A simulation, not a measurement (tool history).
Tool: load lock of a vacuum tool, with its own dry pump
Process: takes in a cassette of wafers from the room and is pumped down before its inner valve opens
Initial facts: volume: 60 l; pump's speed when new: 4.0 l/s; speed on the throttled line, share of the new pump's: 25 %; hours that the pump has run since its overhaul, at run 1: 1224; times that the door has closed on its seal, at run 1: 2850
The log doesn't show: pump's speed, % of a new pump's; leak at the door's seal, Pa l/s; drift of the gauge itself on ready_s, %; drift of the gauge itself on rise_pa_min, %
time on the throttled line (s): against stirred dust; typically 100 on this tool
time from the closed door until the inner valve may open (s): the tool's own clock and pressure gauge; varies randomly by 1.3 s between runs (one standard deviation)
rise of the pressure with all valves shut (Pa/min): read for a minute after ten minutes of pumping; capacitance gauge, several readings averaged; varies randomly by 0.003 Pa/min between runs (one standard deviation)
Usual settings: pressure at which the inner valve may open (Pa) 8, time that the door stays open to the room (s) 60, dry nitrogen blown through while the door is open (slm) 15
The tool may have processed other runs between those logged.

run    hour  time on the throttled line (s)  pressure at which the inner valve may open (Pa)  time that the door stays open to the room (s)  dry nitrogen blown through while the door is open (slm)  hours that the pump has run since its overhaul  times that the door has closed on its seal  incoming humidity of the room's air, %  time from the closed door until the inner valve may open (s)  rise of the pressure with all valves shut (Pa/min)
  1     0.0                             100                                                8                                             60                                                       15                                            1224                                        2850                                    46.5                                                         223.3                                               0.044
  2   216.2                             100                                                8                                             60                                                       15                                            1440                                        3570                                    45.0                                                         220.3                                               0.045
  3   485.4                             100                                                8                                             60                                                       15                                            1709                                        4467                                    46.0                                                         221.8                                               0.044
  4   648.4                             100                                                8                                             60                                                       15                                            1872                                        5010                                    45.7                                                         219.4                                               0.052
  5   823.7                             100                                                8                                             60                                                       15                                            2047                                        5594                                    41.1                                                         221.4                                               0.056
  6  1097.6                             100                                                8                                             60                                                       15                                            2321                                        6507                                    48.4                                                         220.9                                               0.061
  7  1275.5                             100                                                8                                             60                                                       15                                            2499                                        7099                                    40.8                                                         221.8                                               0.063
  8  1467.0                             100                                                8                                             60                                                       15                                            2691                                        7737                                    45.6                                                         222.0                                               0.068
  9  1589.5                             100                                                8                                             60                                                       15                                            2813                                        8145                                    48.4                                                         223.8                                               0.074
 10  1835.3                             100                                                8                                             60                                                       15                                            3059                                        8964                                    41.0                                                         221.5                                               0.074
 11  1975.3                             100                                                8                                             60                                                       15                                            3199                                        9430                                    44.4                                                         223.1                                               0.081
 12  2234.3                              99                                                8                                             60                                                       15                                            3458                                       10293                                    46.7                                                         221.1                                               0.083
 13  2477.5                             100                                                8                                             60                                                        7                                            3701                                       11104                                    46.0                                                         223.3                                               0.102
 14  2709.8                             100                                                8                                             60                                                        7                                            3933                                       11878                                    44.8                                                         225.6                                               0.107
 15  2920.2                             100                                               10                                             60                                                       15                                            4144                                       12579                                    46.5                                                         219.9                                               0.104
 16  3086.9                             164                                               10                                             93                                                       15                                            4310                                       13134                                    41.8                                                         265.1                                               0.108
 17  3208.7                             148                                               16                                             93                                                       15                                            4432                                       13540                                    44.5                                                         248.5                                               0.117
 18  3391.6                             148                                               16                                            130                                                       15                                            4615                                       14149                                    44.0                                                         247.2                                               0.110
 19  3570.6                             148                                               16                                            130                                                       15                                            4794                                       14746                                    42.4                                                         248.6                                               0.120
 20  3824.0                              81                                               16                                             69                                                       10                                            5048                                       15590                                    46.7                                                         199.9                                               0.129
 21  4098.6                             100                                                8                                            102                                                       15                                            5322                                       16505                                    45.2                                                         224.3                                               0.137
 22  4266.3                             100                                                8                                             60                                                       15                                            5490                                       17063                                    46.0                                                         225.7                                               0.134
 23  4396.4                             100                                                8                                             60                                                       15                                            5620                                       17497                                    43.7                                                         227.0                                               0.140
 24  4650.0                              53                                                9                                             61                                                        8                                            5874                                       18342                                    47.4                                                         191.4                                               0.159
 25  4925.5                              53                                                9                                             61                                                        8                                            6149                                       19260                                    42.0                                                         190.7                                               0.165
 26  5096.2                              53                                                9                                             61                                                        8                                            6320                                       19828                                    45.1                                                         189.0                                               0.179
 27  5332.8                             100                                               13                                            128                                                        5                                            6556                                       20617                                    42.2                                                         219.9                                               0.193
 28  5584.7                              78                                               13                                             39                                                        5                                            6808                                       21456                                    47.9                                                         202.7                                               0.193
 29  5779.3                             105                                                8                                             60                                                       15                                            7003                                       22104                                    44.0                                                         231.1                                               0.186

Alternative continuations, all from the tool just after run 29; predict every row:
  A  5917.3                             105                                                8                                            204                                                       10                                            7141                                       22564                                    40.0                                                             ?                                                   ?
  B  5917.3                             100                                               11                                             60                                                       31                                            7141                                       22564                                    47.1                                                             ?                                                   ?
  C  5917.3                             100                                                8                                             92                                                       15                                            7141                                       22564                                    48.8                                                             ?                                                   ?

run  time from the closed door until the inner valve may open (s)  rise of the pressure with all valves shut (Pa/min)
  A                                                         234.1                                               0.218
  B                                                         225.7                                               0.187
  C                                                         230.7                                               0.202
Without the tool's unlogged condition, the same runs would have read:
run  time from the closed door until the inner valve may open (s)  rise of the pressure with all valves shut (Pa/min)
  A                                                         223.1                                               0.046
  B                                                         215.0                                               0.017
  C                                                         219.6                                               0.032

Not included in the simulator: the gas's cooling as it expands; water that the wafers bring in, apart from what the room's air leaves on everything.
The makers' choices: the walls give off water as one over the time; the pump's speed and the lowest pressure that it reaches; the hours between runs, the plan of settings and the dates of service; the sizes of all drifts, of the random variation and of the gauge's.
